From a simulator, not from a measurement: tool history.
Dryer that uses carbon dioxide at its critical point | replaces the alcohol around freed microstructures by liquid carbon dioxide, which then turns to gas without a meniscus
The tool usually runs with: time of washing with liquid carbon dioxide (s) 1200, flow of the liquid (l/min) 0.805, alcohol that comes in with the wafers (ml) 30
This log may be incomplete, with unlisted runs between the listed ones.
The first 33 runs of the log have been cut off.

run     day  time of washing with liquid carbon dioxide (s)  flow of the liquid (l/min)  alcohol that comes in with the wafers (ml)  hours of work since the filter was changed  hours of work since the purifier's bed was changed  alcohol left in the vessel before it's heated (ppm by volume)
 34  59.579                                            1440                       1.256                                          60                                         171                                                 662                                                             35
 35  61.308                                            1440                       1.135                                          42                                         189                                                 679                                                             52
 36  63.704                                            1500                       0.805                                          30                                         213                                                 703                                                             68
 37  65.042                                            1200                       0.500                                          30                                         226                                                 717                                                            641
 38  67.654                                            1320                       0.805                                          69                                         253                                                 743                                                            125
 39  70.292                                            1500                       0.805                                          30                                         279                                                 770                                                             55
 40  72.567                                            1020                       0.548                                          30                                         302                                                 793                                                            812
 41  75.221                                            1200                       0.826                                          22                                         329                                                 819                                                             91
 42  77.496                                            1740                       0.805                                          30                                         352                                                 842                                                             54
     79.438  -- inlet filter changed
 43  79.538                                             960                       0.915                                          30                                           1                                                 863                                                            128
 44  81.300                                             900                       0.776                                          21                                          19                                                 880                                                            213
 45  83.154                                            1020                       0.776                                          48                                          38                                                 899                                                            273
 46  85.425                                            1020                       0.776                                          48                                          60                                                 922                                                            290

Here are 4 independent what-if runs from the current tool condition. What would each one return?
  A  88.100                                            1200                       0.553                                          91                                          87                                                 949                                                              ?
  B  88.100                                            1020                       0.776                                          40                                          87                                                 949                                                              ?
  C  88.100                                            1200                       0.647                                          30                                          87                                                 949                                                              ?
  D  88.100                                            1080                       0.610                                         106                                          87                                                 949                                                              ?

run  alcohol left in the vessel before it's heated (ppm by volume)
  A                                                           1098
  B                                                            258
  C                                                            218
  D                                                           1271
With the hidden condition removed and each run's random variation left untouched, the same runs would have given:
run  alcohol left in the vessel before it's heated (ppm by volume)
  A                                                            958
  B                                                            186
  C                                                            150
  D                                                           1115
